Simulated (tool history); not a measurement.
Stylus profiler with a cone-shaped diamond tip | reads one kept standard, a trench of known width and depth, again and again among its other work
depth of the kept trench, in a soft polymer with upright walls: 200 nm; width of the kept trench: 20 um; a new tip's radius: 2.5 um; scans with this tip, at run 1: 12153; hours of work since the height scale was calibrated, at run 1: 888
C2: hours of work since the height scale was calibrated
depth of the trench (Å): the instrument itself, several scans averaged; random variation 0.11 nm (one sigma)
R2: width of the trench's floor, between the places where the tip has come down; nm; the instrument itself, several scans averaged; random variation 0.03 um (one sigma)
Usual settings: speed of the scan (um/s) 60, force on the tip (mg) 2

Run 1, hour 0: usual settings; scans with this tip 12153; C2 888. Result: depth of the trench (Å) 2016.8, R2 17540 nm.
Run 2, hour 52.7: usual settings; scans with this tip 12503; C2 913. Result: depth of the trench (Å) 2018.2, R2 17470 nm.
Run 3, hour 101.2: usual settings but speed of the scan (um/s) 29; scans with this tip 12824; C2 937. Result: depth of the trench (Å) 2018.3, R2 17620 nm.
Run 4, hour 131.5: usual settings but speed of the scan (um/s) 29; scans with this tip 13025; C2 951. Result: depth of the trench (Å) 2017, R2 17630 nm.
Run 5, hour 168.9: usual settings; scans with this tip 13274; C2 969. Result: depth of the trench (Å) 2016.8, R2 17500 nm.
Run 6, hour 195.8: usual settings; scans with this tip 13452; C2 982. Result: depth of the trench (Å) 2017.7, R2 17520 nm.
Run 7, hour 250.2: usual settings; scans with this tip 13813; C2 1009. Result: depth of the trench (Å) 2016.4, R2 17470 nm.
Run 8, hour 281.2: usual settings; scans with this tip 14019; C2 1024. Result: depth of the trench (Å) 2017.1, R2 17520 nm.
Run 9, hour 324.7: usual settings; scans with this tip 14308; C2 1045. Result: depth of the trench (Å) 2016.4, R2 17470 nm.
Run 10, hour 367.5: usual settings; scans with this tip 14592; C2 1066. Result: depth of the trench (Å) 2017.3, R2 17490 nm.
Run 11, hour 394.6: usual settings; scans with this tip 14772; C2 1079. Result: depth of the trench (Å) 2016.9, R2 17440 nm.
Run 12, hour 448.3: usual settings but force on the tip (mg) 2.6; scans with this tip 15128; C2 1105. Result: depth of the trench (Å) 2019.8, R2 17470 nm.
Run 13, hour 476.4: usual settings but force on the tip (mg) 2.6; scans with this tip 15315; C2 1119. Result: depth of the trench (Å) 2019.6, R2 17460 nm.
Run 14, hour 523.7: usual settings but force on the tip (mg) 2.6; scans with this tip 15629; C2 1141. Result: depth of the trench (Å) 2020.7, R2 17480 nm.
Run 15, hour 550.3: usual settings but force on the tip (mg) 2.6; scans with this tip 15805; C2 1154. Result: depth of the trench (Å) 2020.3, R2 17490 nm.
Run 16, hour 579.7: usual settings but force on the tip (mg) 2.6; scans with this tip 16000; C2 1169. Result: depth of the trench (Å) 2020.5, R2 17460 nm.
Run 17, hour 604.5: usual settings but force on the tip (mg) 2.6; scans with this tip 16165; C2 1181. Result: depth of the trench (Å) 2021.2, R2 17410 nm.
Run 18, hour 632: usual settings but force on the tip (mg) 2.6; scans with this tip 16347; C2 1194. Result: depth of the trench (Å) 2020.7, R2 17460 nm.
Run 19, hour 684.4: usual settings but force on the tip (mg) 2.6; scans with this tip 16695; C2 1219. Result: depth of the trench (Å) 2020.4, R2 17450 nm.
Run 20, hour 736.2: usual settings but speed of the scan (um/s) 97, force on the tip (mg) 2.94; scans with this tip 17039; C2 1244. Result: depth of the trench (Å) 2022.4, R2 17390 nm.
Run 21, hour 760.7: usual settings but force on the tip (mg) 2.12; scans with this tip 17201; C2 1256. Result: depth of the trench (Å) 2015.6, R2 17360 nm.
Run 22, hour 807: usual settings but force on the tip (mg) 2.12; scans with this tip 17509; C2 1279. Result: depth of the trench (Å) 2014.9, R2 17390 nm.
Run 23, hour 853.7: usual settings but speed of the scan (um/s) 136, force on the tip (mg) 1.54; scans with this tip 17819; C2 1301. Result: depth of the trench (Å) 2012.3, R2 16990 nm.
Run 24, hour 896.8: usual settings but speed of the scan (um/s) 136, force on the tip (mg) 1.54; scans with this tip 18105; C2 1322. Result: depth of the trench (Å) 2011.6, R2 16970 nm.
Run 25, hour 928.9: usual settings but speed of the scan (um/s) 26, force on the tip (mg) 0.77; scans with this tip 18318; C2 1338. Result: depth of the trench (Å) 2004.4, R2 17450 nm.

Forecast run 26:
Run 26, hour 965.1: usual settings but speed of the scan (um/s) 133, force on the tip (mg) 1.58; scans with this tip 18558; C2 1355. Result: depth of the trench (Å) ?, R2 ?.

Run 26 gave depth of the trench (Å) 2011.7, R2 17000 nm.
Without the tool's hidden state the same run would have given depth of the trench (Å) 2021.3, R2 17410 nm.

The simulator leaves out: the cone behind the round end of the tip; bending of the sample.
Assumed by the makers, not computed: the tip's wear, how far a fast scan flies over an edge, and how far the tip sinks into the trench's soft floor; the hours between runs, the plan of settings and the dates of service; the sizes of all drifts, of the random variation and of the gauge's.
